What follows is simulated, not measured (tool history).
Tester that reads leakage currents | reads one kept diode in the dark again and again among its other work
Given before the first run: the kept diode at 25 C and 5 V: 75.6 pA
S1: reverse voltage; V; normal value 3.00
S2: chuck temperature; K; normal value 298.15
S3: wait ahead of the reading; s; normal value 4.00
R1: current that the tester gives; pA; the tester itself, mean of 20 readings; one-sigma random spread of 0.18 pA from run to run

Run 1, day 0.000: usual settings. Result: R1 57.26 pA.
Run 2, day 2.962: usual settings. Result: R1 57.52 pA.
Run 3, day 6.242: usual settings. Result: R1 57.69 pA.
Run 4, day 10.029: usual settings. Result: R1 57.44 pA.
At day 13.300: chuck's temperature calibrated.
Run 5, day 14.104: usual settings but S2 311.15 K. Result: R1 147.36 pA.
Run 6, day 16.300: usual settings but S2 311.15 K. Result: R1 146.89 pA.
Run 7, day 20.321: usual settings but S2 311.15 K. Result: R1 147.44 pA.
Run 8, day 24.104: usual settings but S2 311.15 K. Result: R1 148.02 pA.
Run 9, day 26.979: usual settings. Result: R1 57.47 pA.
Run 10, day 30.208: usual settings but S2 310.15 K. Result: R1 137.27 pA.
Run 11, day 35.054: usual settings but S3 7.82 s. Result: R1 57.45 pA.
Run 12, day 37.988: usual settings but S3 7.82 s. Result: R1 57.57 pA.
Run 13, day 41.300: usual settings but S1 1.61 V. Result: R1 41.14 pA.
Run 14, day 44.708: usual settings but S1 1.61 V. Result: R1 41.22 pA.
Run 15, day 48.925: usual settings but S3 0.41 s. Result: R1 58.95 pA.
Run 16, day 51.271: usual settings but S3 0.41 s. Result: R1 58.79 pA.
Run 17, day 54.183: usual settings but S1 17.19 V, S2 297.15 K, S3 0.41 s. Result: R1 144.90 pA.
Run 18, day 59.046: usual settings but S1 6.03 V, S2 308.15 K, S3 0.84 s. Result: R1 175.39 pA.
At day 60.875: chuck's temperature calibrated.
Run 19, day 64.104: usual settings but S1 15.66 V, S2 305.15 K, S3 0.34 s. Result: R1 243.39 pA.
Run 20, day 68.754: usual settings but S1 6.74 V, S3 0.78 s. Result: R1 91.10 pA.
Run 21, day 72.904: usual settings but S1 6.74 V, S3 0.78 s. Result: R1 90.45 pA.
Run 22, day 77.488: usual settings but S1 2.48 V, S2 296.15 K, S3 1.21 s. Result: R1 44.77 pA.
Run 23, day 80.996: usual settings but S1 2.34 V, S2 296.15 K, S3 1.21 s. Result: R1 43.38 pA.
Run 24, day 83.829: usual settings but S1 19.00 V. Result: R1 156.78 pA.
At day 85.308: probe card cleaned and baked.
Run 25, day 86.458: usual settings but S1 19.00 V. Result: R1 156.21 pA.

5 options for the next run, each taken on its own from the tool as it stands now. Forecast them:
Run A, day 89.871: usual settings but S1 1.75 V, S2 332.15 K, S3 0.37 s. Result: R1 ?.
Run B, day 89.871: usual settings but S1 2.81 V, S2 295.15 K. Result: R1 ?.
Run C, day 89.871: usual settings but S1 2.56 V, S3 3.11 s. Result: R1 ?.
Run D, day 89.871: usual settings but S1 7.92 V, S2 323.15 K, S3 0.57 s. Result: R1 ?.
Run E, day 89.871: usual settings but S1 1.38 V, S2 330.15 K. Result: R1 ?.

run      R1
  A  430.55
  B   44.38
  C   52.60
  D  554.94
  E  335.61
Stripped of hidden state, with their random variation kept, the same runs would have yielded:
run      R1
  A  430.49
  B   44.37
  C   52.58
  D  554.85
  E  335.57

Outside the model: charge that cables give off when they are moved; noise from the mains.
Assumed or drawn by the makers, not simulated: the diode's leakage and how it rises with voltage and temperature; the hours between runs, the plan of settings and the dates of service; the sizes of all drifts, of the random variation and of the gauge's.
